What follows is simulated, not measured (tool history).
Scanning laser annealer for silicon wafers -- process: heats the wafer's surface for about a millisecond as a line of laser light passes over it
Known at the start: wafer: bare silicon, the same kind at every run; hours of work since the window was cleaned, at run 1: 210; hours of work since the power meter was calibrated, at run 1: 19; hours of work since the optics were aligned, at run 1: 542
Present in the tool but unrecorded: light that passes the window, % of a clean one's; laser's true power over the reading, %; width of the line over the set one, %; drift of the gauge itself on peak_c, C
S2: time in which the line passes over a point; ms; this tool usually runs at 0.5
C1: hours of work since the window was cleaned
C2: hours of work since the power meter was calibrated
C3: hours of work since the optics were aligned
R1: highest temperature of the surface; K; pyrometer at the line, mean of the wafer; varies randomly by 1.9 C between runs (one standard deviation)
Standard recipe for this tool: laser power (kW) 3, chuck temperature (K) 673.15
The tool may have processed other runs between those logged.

{"run": 1, "day": 0.0, "laser power (kW)": 3, "S2": 0.5, "chuck temperature (K)": 673.15, "C1": 210, "C2": 19, "C3": 542, "R1": 1414.15}
{"run": 2, "day": 0.821, "laser power (kW)": 3, "S2": 0.5, "chuck temperature (K)": 673.15, "C1": 221, "C2": 29, "C3": 552, "R1": 1416.15}
{"run": 3, "day": 1.812, "laser power (kW)": 3, "S2": 0.5, "chuck temperature (K)": 673.15, "C1": 233, "C2": 41, "C3": 564, "R1": 1413.15}
{"run": 4, "day": 2.367, "laser power (kW)": 3, "S2": 0.5, "chuck temperature (K)": 673.15, "C1": 240, "C2": 48, "C3": 571, "R1": 1413.15}
{"run": 5, "day": 3.229, "laser power (kW)": 3, "S2": 0.5, "chuck temperature (K)": 673.15, "C1": 250, "C2": 59, "C3": 582, "R1": 1413.15}
{"run": 6, "day": 4.225, "laser power (kW)": 3, "S2": 0.5, "chuck temperature (K)": 673.15, "C1": 262, "C2": 71, "C3": 594, "R1": 1412.15}
{"run": 7, "day": 5.267, "laser power (kW)": 3, "S2": 0.5, "chuck temperature (K)": 673.15, "C1": 275, "C2": 84, "C3": 607, "R1": 1411.15}
{"run": 8, "day": 5.875, "laser power (kW)": 3.123, "S2": 0.5, "chuck temperature (K)": 673.15, "C1": 283, "C2": 91, "C3": 614, "R1": 1445.15}
{"run": 9, "day": 6.796, "laser power (kW)": 3.123, "S2": 0.5, "chuck temperature (K)": 673.15, "C1": 294, "C2": 102, "C3": 625, "R1": 1447.15}
{"run": 10, "day": 7.771, "laser power (kW)": 3, "S2": 0.5, "chuck temperature (K)": 673.15, "C1": 306, "C2": 114, "C3": 637, "R1": 1410.15}
{"run": 11, "day": 8.288, "laser power (kW)": 3, "S2": 0.5, "chuck temperature (K)": 673.15, "C1": 312, "C2": 121, "C3": 644, "R1": 1409.15}
{"run": 12, "day": 8.862, "laser power (kW)": 3, "S2": 0.5, "chuck temperature (K)": 673.15, "C1": 319, "C2": 128, "C3": 651, "R1": 1409.15}
{"run": 13, "day": 9.817, "laser power (kW)": 3, "S2": 0.5, "chuck temperature (K)": 673.15, "C1": 331, "C2": 139, "C3": 662, "R1": 1405.15}
{"run": 14, "day": 10.646, "laser power (kW)": 3, "S2": 0.5, "chuck temperature (K)": 673.15, "C1": 341, "C2": 150, "C3": 673, "R1": 1409.15}
{"run": 15, "day": 11.129, "laser power (kW)": 3, "S2": 0.5, "chuck temperature (K)": 673.15, "C1": 347, "C2": 156, "C3": 679, "R1": 1404.15}
{"run": 16, "day": 12.012, "laser power (kW)": 3, "S2": 0.5, "chuck temperature (K)": 673.15, "C1": 358, "C2": 166, "C3": 689, "R1": 1405.15}
{"run": 17, "day": 13.183, "laser power (kW)": 3, "S2": 0.5, "chuck temperature (K)": 673.15, "C1": 372, "C2": 181, "C3": 704, "R1": 1407.15}
{"day": 13.567, "done": "window over the wafer cleaned"}
{"run": 18, "day": 14.258, "laser power (kW)": 3, "S2": 0.5, "chuck temperature (K)": 673.15, "C1": 8, "C2": 193, "C3": 716, "R1": 1420.15}
{"run": 19, "day": 15.346, "laser power (kW)": 3, "S2": 0.5, "chuck temperature (K)": 673.15, "C1": 22, "C2": 206, "C3": 729, "R1": 1420.15}
{"run": 20, "day": 16.425, "laser power (kW)": 3, "S2": 0.5, "chuck temperature (K)": 645.15, "C1": 35, "C2": 220, "C3": 743, "R1": 1392.15}
{"run": 21, "day": 17.154, "laser power (kW)": 3, "S2": 0.485, "chuck temperature (K)": 673.15, "C1": 44, "C2": 229, "C3": 751, "R1": 1411.15}
{"run": 22, "day": 18.254, "laser power (kW)": 2.949, "S2": 0.613, "chuck temperature (K)": 660.15, "C1": 58, "C2": 242, "C3": 765, "R1": 1464.15}
{"run": 23, "day": 19.242, "laser power (kW)": 2.949, "S2": 0.613, "chuck temperature (K)": 660.15, "C1": 70, "C2": 254, "C3": 777, "R1": 1469.15}
{"run": 24, "day": 20.021, "laser power (kW)": 2.843, "S2": 0.393, "chuck temperature (K)": 708.15, "C1": 79, "C2": 264, "C3": 787, "R1": 1331.15}
{"run": 25, "day": 20.542, "laser power (kW)": 3.169, "S2": 0.6, "chuck temperature (K)": 661.15, "C1": 86, "C2": 270, "C3": 793, "R1": 1528.15}
{"run": 26, "day": 21.192, "laser power (kW)": 2.6, "S2": 0.5, "chuck temperature (K)": 668.15, "C1": 94, "C2": 278, "C3": 801, "R1": 1300.15}
{"run": 27, "day": 22.275, "laser power (kW)": 2.6, "S2": 0.5, "chuck temperature (K)": 668.15, "C1": 107, "C2": 291, "C3": 814, "R1": 1295.15}
{"day": 22.55, "done": "optics aligned, line set to its width"}
{"run": 28, "day": 23.288, "laser power (kW)": 3, "S2": 0.38, "chuck temperature (K)": 650.15, "C1": 117, "C2": 301, "C3": 9, "R1": 1297.15}
{"run": 29, "day": 24.058, "laser power (kW)": 3, "S2": 0.5, "chuck temperature (K)": 711.15, "C1": 126, "C2": 311, "C3": 19, "R1": 1450.15}
{"day": 25.054, "done": "optics aligned, line set to its width, once more"}
{"run": 30, "day": 25.054, "laser power (kW)": 3.08, "S2": 0.5, "chuck temperature (K)": 673.15, "C1": 136, "C2": 320, "C3": 0, "R1": 1443.15}
{"run": 31, "day": 26.042, "laser power (kW)": 3.143, "S2": 0.388, "chuck temperature (K)": 673.15, "C1": 148, "C2": 333, "C3": 12, "R1": 1372.15}
{"run": 32, "day": 27.004, "laser power (kW)": 3.194, "S2": 0.5, "chuck temperature (K)": 710.15, "C1": 160, "C2": 344, "C3": 24, "R1": 1513.15}
{"run": 33, "day": 27.971, "laser power (kW)": 3, "S2": 0.5, "chuck temperature (K)": 708.15, "C1": 172, "C2": 356, "C3": 36, "R1": 1452.15}
{"run": 34, "day": 28.896, "laser power (kW)": 2.884, "S2": 0.421, "chuck temperature (K)": 648.15, "C1": 183, "C2": 368, "C3": 47, "R1": 1304.15}
{"run": 35, "day": 29.783, "laser power (kW)": 2.884, "S2": 0.575, "chuck temperature (K)": 648.15, "C1": 194, "C2": 378, "C3": 58, "R1": 1412.15}
{"run": 36, "day": 30.321, "laser power (kW)": 3.297, "S2": 0.375, "chuck temperature (K)": 682.15, "C1": 200, "C2": 385, "C3": 65, "R1": 1405.15}
{"run": 37, "day": 31.325, "laser power (kW)": 3.297, "S2": 0.57, "chuck temperature (K)": 635.15, "C1": 213, "C2": 397, "C3": 77, "R1": 1518.15}
{"run": 38, "day": 32.029, "laser power (kW)": 3.055, "S2": 0.52, "chuck temperature (K)": 707.15, "C1": 222, "C2": 406, "C3": 86, "R1": 1481.15}
{"run": 39, "day": 32.679, "laser power (kW)": 3.206, "S2": 0.477, "chuck temperature (K)": 660.15, "C1": 229, "C2": 414, "C3": 94, "R1": 1443.15}
{"run": 40, "day": 33.658, "laser power (kW)": 3.206, "S2": 0.477, "chuck temperature (K)": 660.15, "C1": 241, "C2": 426, "C3": 106, "R1": 1440.15}
{"run": 41, "day": 34.317, "laser power (kW)": 2.855, "S2": 0.544, "chuck temperature (K)": 654.15, "C1": 250, "C2": 434, "C3": 114, "R1": 1384.15}
{"run": 42, "day": 35.15, "laser power (kW)": 2.939, "S2": 0.615, "chuck temperature (K)": 690.15, "C1": 260, "C2": 444, "C3": 124, "R1": 1489.15}

A few steps of R1 between consecutive runs. Split each: what settings, incoming material and random variation would produce without the hidden state, and what is left over for the hidden state, along with gauge scatter present in only one of the two compared results (measured, and without hidden state):
Run 17 -> 18: window over the wafer cleaned. R1 +13 K: hidden state +16, all else -3.
Run 24 -> 25: laser power (kW) 2.843 -> 3.169, S2 0.393 -> 0.6, chuck temperature (K) 708.15 -> 661.15. R1 +197 K: hidden state -4, all else +201.
Run 25 -> 26: laser power (kW) 3.169 -> 2.6, S2 0.6 -> 0.5, chuck temperature (K) 661.15 -> 668.15. R1 -228 K: hidden state +4, all else -232.
Run 27 -> 28: laser power (kW) 2.6 -> 3, S2 0.5 -> 0.38, chuck temperature (K) 668.15 -> 650.15, optics aligned, line set to its width. R1 +2 K: hidden state -5, all else +7.
Run 28 -> 29: S2 0.38 -> 0.5, chuck temperature (K) 650.15 -> 711.15. R1 +153 K: hidden state -3, all else +156.
Run 29 -> 30: laser power (kW) 3 -> 3.08, chuck temperature (K) 711.15 -> 673.15, optics aligned, line set to its width, once more. R1 -7 K: hidden state +11, all else -18.

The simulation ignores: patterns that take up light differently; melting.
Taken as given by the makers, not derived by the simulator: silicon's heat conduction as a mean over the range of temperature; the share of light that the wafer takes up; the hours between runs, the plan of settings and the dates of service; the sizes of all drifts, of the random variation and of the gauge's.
